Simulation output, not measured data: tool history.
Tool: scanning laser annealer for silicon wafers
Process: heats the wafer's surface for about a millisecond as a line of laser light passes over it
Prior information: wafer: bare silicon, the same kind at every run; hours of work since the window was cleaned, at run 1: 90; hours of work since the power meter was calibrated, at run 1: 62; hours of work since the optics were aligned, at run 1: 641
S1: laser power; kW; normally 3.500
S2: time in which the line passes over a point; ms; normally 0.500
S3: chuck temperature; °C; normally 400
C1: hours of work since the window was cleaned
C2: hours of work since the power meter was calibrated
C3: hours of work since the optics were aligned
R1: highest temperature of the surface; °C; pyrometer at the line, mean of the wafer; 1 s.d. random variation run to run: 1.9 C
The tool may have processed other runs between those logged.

run   hour     S1     S2   S3   C1   C2   C3    R1
  1    0.0  3.500  0.500  400   90   62  641  1106
  2    8.5  3.500  0.500  400   94   66  645  1104
  3   24.6  3.500  0.500  400  101   74  652  1105
  4   41.6  3.500  0.500  400  109   81  660  1101
  5   51.2  3.500  0.500  400  114   86  665  1105
  6   60.6  3.500  0.500  400  118   90  669  1101
  7   73.6  3.500  0.500  400  124   96  675  1099
  8   89.6  3.500  0.500  400  131  104  682  1099
  9  108.3  3.500  0.500  400  140  112  691  1099
 10  121.0  3.500  0.500  400  146  118  697  1101
 11  131.8  3.500  0.551  400  151  123  702  1134
     143.8  -- optics aligned, line set to its width
 12  153.4  3.500  0.551  400  158  131    4  1153
 13  167.8  3.500  0.500  435  165  137   11  1148
 14  185.9  3.500  0.500  421  173  146   19  1135
 15  201.6  2.998  0.415  371  181  153   27   911
 16  210.3  2.998  0.415  371  185  157   31   911
 17  226.7  2.998  0.415  371  192  165   38   910
 18  237.4  3.500  0.451  377  197  170   43  1054
 19  254.1  3.500  0.451  377  205  177   51  1054
 20  261.7  3.500  0.451  377  208  181   54  1050
 21  276.1  3.152  0.614  373  215  188   61  1069
 22  289.7  3.500  0.479  373  221  194   67  1065
 23  297.8  3.526  0.479  371  225  198   71  1071
 24  307.0  3.500  0.439  400  229  202   75  1066
 25  321.9  3.277  0.500  400  236  209   82  1057

What does the tool deliver on the next run?
 26  331.5  3.277  0.500  400  241  213  87   ?

{"run 26": {"R1": 1056}}
Without the tool's hidden state the same run would have given R1 1076 °C.
